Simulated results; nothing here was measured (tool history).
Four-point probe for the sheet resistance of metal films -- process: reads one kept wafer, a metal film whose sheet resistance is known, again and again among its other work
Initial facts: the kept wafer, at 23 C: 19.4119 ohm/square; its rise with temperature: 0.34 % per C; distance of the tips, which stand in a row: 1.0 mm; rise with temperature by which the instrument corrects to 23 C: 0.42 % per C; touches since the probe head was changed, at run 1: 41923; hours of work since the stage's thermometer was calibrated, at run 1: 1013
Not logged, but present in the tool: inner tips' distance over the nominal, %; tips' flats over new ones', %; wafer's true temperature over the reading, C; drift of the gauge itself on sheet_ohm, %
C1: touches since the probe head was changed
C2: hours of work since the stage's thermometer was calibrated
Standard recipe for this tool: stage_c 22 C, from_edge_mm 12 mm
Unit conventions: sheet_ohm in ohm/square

Run 1, day 0: usual settings; C1 41923; C2 1013. Result: sheet_ohm 19.313123 ohm/square.
Run 2, day 5.1: usual settings; C1 45970; C2 1063. Result: sheet_ohm 19.317333 ohm/square.
Run 3, day 8.175: usual settings but from_edge_mm 7 mm; C1 48409; C2 1093. Result: sheet_ohm 19.452206 ohm/square.
Run 4, day 13.129: usual settings but stage_c 26 C; C1 52338; C2 1141. Result: sheet_ohm 19.247137 ohm/square.
Run 5, day 15.533: usual settings but stage_c 26 C, from_edge_mm 9 mm; C1 54243; C2 1164. Result: sheet_ohm 19.3023 ohm/square.
At day 15.958: stage's thermometer calibrated.
Run 6, day 20.058: usual settings but stage_c 29 C, from_edge_mm 13 mm; C1 57817; C2 40. Result: sheet_ohm 19.189476 ohm/square.
Run 7, day 25.633: usual settings but stage_c 29 C, from_edge_mm 13 mm; C1 62241; C2 94. Result: sheet_ohm 19.177265 ohm/square.
Run 8, day 30.867: usual settings but stage_c 24 C, from_edge_mm 38 mm; C1 66391; C2 145. Result: sheet_ohm 19.186403 ohm/square.

Run 9 comes next. What will it give?
Run 9, day 35.192: usual settings but stage_c 31 C, from_edge_mm 19 mm; C1 69823; C2 187. Result: sheet_ohm ?.

sheet_ohm: 19.114477 ohm/square
With no hidden state in the tool, this same run would have given sheet_ohm 19.332509 ohm/square.
